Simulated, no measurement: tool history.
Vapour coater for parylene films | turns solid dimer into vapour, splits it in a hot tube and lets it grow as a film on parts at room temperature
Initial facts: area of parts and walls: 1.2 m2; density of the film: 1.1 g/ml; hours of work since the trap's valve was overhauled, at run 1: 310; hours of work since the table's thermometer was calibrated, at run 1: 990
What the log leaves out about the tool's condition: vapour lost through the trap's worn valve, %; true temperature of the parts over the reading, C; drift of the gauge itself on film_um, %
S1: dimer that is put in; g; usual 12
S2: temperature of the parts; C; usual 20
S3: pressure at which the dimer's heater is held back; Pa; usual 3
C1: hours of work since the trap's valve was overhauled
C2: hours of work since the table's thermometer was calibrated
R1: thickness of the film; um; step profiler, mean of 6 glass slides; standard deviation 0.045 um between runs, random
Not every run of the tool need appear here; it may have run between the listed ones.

run	hour	S1	S2	S3	C1	C2	R1
1	0	12	20	3	310	990	4.37
2	45	12	20	3	346	1026	4.4
3	73.6	12	12	3	368	1048	5.59
4	113.7	12	12	3	400	1080	5.52
5	152.5	12	12	5.49	430	1110	5.28
6	195.5	12	12	5.49	464	1144	5.33
# hour 203.8: trap's valve overhauled
7	234.8	20	20	3	24	1172	8.16
# hour 252.8: table's thermometer calibrated
8	273.5	12	20	3	54	16	4.87
9	296.3	12	20	3	72	34	4.87
10	321.2	12	20	3	92	54	4.78
11	343.8	12	20	3	109	72	4.82
12	366.4	12	20	3	127	90	4.77
13	397.9	12	20	3	152	114	4.69
14	444.9	12	20	3	189	151	4.63
15	475.5	12	19	10.39	213	175	4.53
16	520.5	11	18	9.63	249	211	4.23
17	553	11	18	9.63	274	236	4.16
18	596.7	13	24	9.17	309	271	4.05
19	624.1	13	24	9.17	330	292	4.05
20	660.3	13	24	9.17	359	321	4.09

Results per run with the tool's hidden condition removed, run-to-run variation unchanged:
run	R1
1	4.84
2	4.93
3	6.29
4	6.27
5	6.06
6	6.17
7	8.42
8	4.95
9	4.98
10	4.92
11	4.98
12	4.96
13	4.9
14	4.9
15	4.83
16	4.56
17	4.51
18	4.43
19	4.46
20	4.55
